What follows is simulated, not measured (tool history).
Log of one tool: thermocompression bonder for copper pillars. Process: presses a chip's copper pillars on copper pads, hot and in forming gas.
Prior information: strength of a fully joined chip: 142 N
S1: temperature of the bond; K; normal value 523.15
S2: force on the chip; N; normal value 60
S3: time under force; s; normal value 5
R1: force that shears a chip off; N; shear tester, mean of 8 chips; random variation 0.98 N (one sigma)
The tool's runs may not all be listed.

run 1 day=0 | S1=523.15 S2=60 S3=5 | R1=100.5
run 2 day=0.542 | S1=523.15 S2=60 S3=5 | R1=99.5
run 3 day=1.279 | S1=523.15 S2=60 S3=5 | R1=98.5
run 4 day=1.879 | S1=497.15 S2=60 S3=5 | R1=78.7
run 5 day=2.296 | S1=497.15 S2=60 S3=5 | R1=77.5
run 6 day=2.792 | S1=540.15 S2=60 S3=5 | R1=112.3
run 7 day=3.479 | S1=547.15 S2=60 S3=5 | R1=115
run 8 day=3.825 | S1=523.15 S2=60 S3=5 | R1=99
run 9 day=4.133 | S1=529.15 S2=60 S3=5 | R1=103.2
run 10 day=4.533 | S1=529.15 S2=60 S3=5 | R1=102.2
run 11 day=5.179 | S1=529.15 S2=60 S3=5 | R1=103.1
run 12 day=5.562 | S1=529.15 S2=60 S3=5 | R1=103.4
run 13 day=6.171 | S1=529.15 S2=60 S3=5 | R1=102.5
run 14 day=6.504 | S1=523.15 S2=60 S3=5 | R1=97.5
run 15 day=6.992 | S1=498.15 S2=60 S3=5 | R1=75.9
run 16 day=7.454 | S1=532.15 S2=60 S3=5 | R1=102.6
run 17 day=7.804 | S1=532.15 S2=60 S3=5 | R1=104.4
run 18 day=8.125 | S1=523.15 S2=60 S3=5 | R1=96
run 19 day=8.708 | S1=523.15 S2=60 S3=10 | R1=111.8
run 20 day=9.121 | S1=523.15 S2=60 S3=10 | R1=111.8
run 21 day=9.512 | S1=523.15 S2=60 S3=10 | R1=113.2
run 22 day=9.842 | S1=523.15 S2=60 S3=10 | R1=112.4
run 23 day=10.379 | S1=523.15 S2=60 S3=10 | R1=112.2
run 24 day=11.083 | S1=524.15 S2=41 S3=6 | R1=75.2
run 25 day=11.521 | S1=508.15 S2=40 S3=10 | R1=73.1
run 26 day=11.825 | S1=508.15 S2=40 S3=10 | R1=74
run 27 day=12.475 | S1=547.15 S2=60 S3=5 | R1=112.1
run 28 day=13.121 | S1=547.15 S2=60 S3=5 | R1=111.6
run 29 day=13.767 | S1=499.15 S2=41 S3=12 | R1=71.5
run 30 day=14.383 | S1=524.15 S2=60 S3=13 | R1=116.3
run 31 day=14.867 | S1=523.15 S2=53 S3=8 | R1=99
run 32 day=15.612 | S1=523.15 S2=53 S3=8 | R1=96.7
run 33 day=15.967 | S1=523.15 S2=53 S3=8 | R1=97.7
run 34 day=16.579 | S1=508.15 S2=47 S3=7 | R1=73.1
run 35 day=16.979 | S1=522.15 S2=47 S3=7 | R1=87.6
run 36 day=17.467 | S1=508.15 S2=38 S3=11 | R1=69.6
-- day=17.942 forming gas filter changed
run 37 day=17.992 | S1=508.15 S2=77 S3=12 | R1=125
run 38 day=18.575 | S1=508.15 S2=77 S3=12 | R1=125.1
run 39 day=19.175 | S1=508.15 S2=77 S3=12 | R1=124.8
run 40 day=19.725 | S1=508.15 S2=77 S3=12 | R1=123.2

Below are 3 alternative next runs, each starting from the tool's condition after run 40. Predict each:
run A day=20.225 | S1=499.15 S2=60 S3=9 | R1=?
run B day=20.225 | S1=535.15 S2=81 S3=12 | R1=?
run C day=20.225 | S1=527.15 S2=77 S3=12 | R1=?

run=A R1=94.9
run=B R1=137.3
run=C R1=131.4
Had the tool no hidden state, the same runs would have come out as:
run=A R1=90.6
run=B R1=137.4
run=C R1=130.7

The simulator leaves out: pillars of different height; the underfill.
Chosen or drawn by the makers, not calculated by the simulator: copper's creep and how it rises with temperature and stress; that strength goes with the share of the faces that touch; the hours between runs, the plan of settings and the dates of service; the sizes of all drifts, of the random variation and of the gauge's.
